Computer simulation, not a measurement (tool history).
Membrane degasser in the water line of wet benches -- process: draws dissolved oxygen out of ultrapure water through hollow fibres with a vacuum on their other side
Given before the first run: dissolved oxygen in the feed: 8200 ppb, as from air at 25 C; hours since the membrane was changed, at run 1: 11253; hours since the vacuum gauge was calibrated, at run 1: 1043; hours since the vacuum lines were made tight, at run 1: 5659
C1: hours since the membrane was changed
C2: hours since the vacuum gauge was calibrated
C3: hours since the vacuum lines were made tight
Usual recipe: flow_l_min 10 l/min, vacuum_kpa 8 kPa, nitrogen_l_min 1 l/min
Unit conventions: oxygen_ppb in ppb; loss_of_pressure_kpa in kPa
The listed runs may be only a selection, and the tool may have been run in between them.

Run 1, hour 0: usual settings; C1 11253; C2 1043; C3 5659. Result: oxygen_ppb 140.2 ppb, loss_of_pressure_kpa 26.38 kPa.
Run 2, hour 124.5: usual settings but vacuum_kpa 11.61 kPa; C1 11378; C2 1168; C3 5784. Result: oxygen_ppb 224.8 ppb, loss_of_pressure_kpa 26.23 kPa.
Run 3, hour 345.5: usual settings but vacuum_kpa 11.61 kPa; C1 11599; C2 1389; C3 6005. Result: oxygen_ppb 227.4 ppb, loss_of_pressure_kpa 26.43 kPa.
Run 4, hour 482.3: usual settings but flow_l_min 6 l/min; C1 11736; C2 1525; C3 6142. Result: oxygen_ppb 79.1 ppb, loss_of_pressure_kpa 15.69 kPa.
Run 5, hour 728.3: usual settings but flow_l_min 6 l/min; C1 11982; C2 1771; C3 6388. Result: oxygen_ppb 78.2 ppb, loss_of_pressure_kpa 15.71 kPa.
Run 6, hour 897.9: usual settings but flow_l_min 6 l/min; C1 12151; C2 1941; C3 6557. Result: oxygen_ppb 79.4 ppb, loss_of_pressure_kpa 15.74 kPa.
Run 7, hour 1120.8: usual settings but flow_l_min 6 l/min; C1 12374; C2 2164; C3 6780. Result: oxygen_ppb 78.9 ppb, loss_of_pressure_kpa 15.76 kPa.
Run 8, hour 1333.7: usual settings but flow_l_min 6 l/min; C1 12587; C2 2377; C3 6993. Result: oxygen_ppb 78.8 ppb, loss_of_pressure_kpa 15.79 kPa.
Run 9, hour 1577.7: usual settings but flow_l_min 6 l/min; C1 12831; C2 2621; C3 7237. Result: oxygen_ppb 79.5 ppb, loss_of_pressure_kpa 15.8 kPa.
Run 10, hour 1739.7: usual settings but flow_l_min 6 l/min; C1 12993; C2 2783; C3 7399. Result: oxygen_ppb 80.3 ppb, loss_of_pressure_kpa 15.74 kPa.
Run 11, hour 1989: usual settings but flow_l_min 6 l/min, vacuum_kpa 10.54 kPa; C1 13242; C2 3032; C3 7648. Result: oxygen_ppb 117.7 ppb, loss_of_pressure_kpa 15.92 kPa.
At hour 2001.6: vacuum gauge calibrated.
Run 12, hour 2162.3: usual settings but flow_l_min 6 l/min, vacuum_kpa 10.54 kPa; C1 13415; C2 161; C3 7821. Result: oxygen_ppb 118.4 ppb, loss_of_pressure_kpa 15.82 kPa.
Run 13, hour 2313.1: usual settings but flow_l_min 6 l/min, vacuum_kpa 12.79 kPa; C1 13566; C2 311; C3 7972. Result: oxygen_ppb 152.4 ppb, loss_of_pressure_kpa 15.65 kPa.
Run 14, hour 2449.8: usual settings; C1 13703; C2 448; C3 8109. Result: oxygen_ppb 143.8 ppb, loss_of_pressure_kpa 26.56 kPa.
Run 15, hour 2610.3: usual settings; C1 13863; C2 609; C3 8269. Result: oxygen_ppb 146.4 ppb, loss_of_pressure_kpa 26.43 kPa.
Run 16, hour 2735: usual settings; C1 13988; C2 733; C3 8394. Result: oxygen_ppb 147 ppb, loss_of_pressure_kpa 26.28 kPa.
Run 17, hour 2884.9: usual settings but nitrogen_l_min 1.91 l/min; C1 14138; C2 883; C3 8544. Result: oxygen_ppb 93.7 ppb, loss_of_pressure_kpa 26.57 kPa.
At hour 3070.7: vacuum gauge calibrated, once more.
Run 18, hour 3098.7: usual settings but vacuum_kpa 14.24 kPa, nitrogen_l_min 1.78 l/min; C1 14351; C2 28; C3 8757. Result: oxygen_ppb 179.8 ppb, loss_of_pressure_kpa 26.31 kPa.
Run 19, hour 3213.1: usual settings but vacuum_kpa 14.24 kPa, nitrogen_l_min 1.78 l/min; C1 14466; C2 142; C3 8872. Result: oxygen_ppb 180 ppb, loss_of_pressure_kpa 26.58 kPa.
Run 20, hour 3422.1: usual settings but flow_l_min 16 l/min, vacuum_kpa 18.58 kPa, nitrogen_l_min 1.31 l/min; C1 14675; C2 351; C3 9081. Result: oxygen_ppb 509 ppb, loss_of_pressure_kpa 42.28 kPa.
Run 21, hour 3644.4: usual settings but flow_l_min 14 l/min, vacuum_kpa 18.58 kPa; C1 14897; C2 574; C3 9303. Result: oxygen_ppb 535.6 ppb, loss_of_pressure_kpa 37.1 kPa.
Run 22, hour 3785.8: usual settings but vacuum_kpa 7.51 kPa; C1 15038; C2 715; C3 9444. Result: oxygen_ppb 130.5 ppb, loss_of_pressure_kpa 26.62 kPa.
Run 23, hour 3942.8: usual settings but vacuum_kpa 7.51 kPa; C1 15195; C2 872; C3 9601. Result: oxygen_ppb 132.3 ppb, loss_of_pressure_kpa 26.56 kPa.
Run 24, hour 4187: usual settings but vacuum_kpa 7.35 kPa, nitrogen_l_min 0.79 l/min; C1 15439; C2 1116; C3 9845. Result: oxygen_ppb 151.1 ppb, loss_of_pressure_kpa 26.64 kPa.
Run 25, hour 4315.2: usual settings but flow_l_min 16 l/min, vacuum_kpa 15.07 kPa, nitrogen_l_min 0.79 l/min; C1 15568; C2 1244; C3 9974. Result: oxygen_ppb 601.2 ppb, loss_of_pressure_kpa 42.62 kPa.
Run 26, hour 4577.2: usual settings but flow_l_min 7 l/min, vacuum_kpa 6.53 kPa, nitrogen_l_min 2.84 l/min; C1 15830; C2 1507; C3 10236. Result: oxygen_ppb 31.3 ppb, loss_of_pressure_kpa 18.5 kPa.

Run 27 is up next; what results do you expect?
Run 27, hour 4801.6: usual settings but flow_l_min 7 l/min, vacuum_kpa 6.53 kPa, nitrogen_l_min 2.84 l/min; C1 16054; C2 1731; C3 10460. Result: oxygen_ppb ?, loss_of_pressure_kpa ?.

Run 27 produced oxygen_ppb 31.2 ppb, loss_of_pressure_kpa 18.9 kPa.
Without the tool's hidden state the same run would have given oxygen_ppb 27.1 ppb, loss_of_pressure_kpa 18.01 kPa.
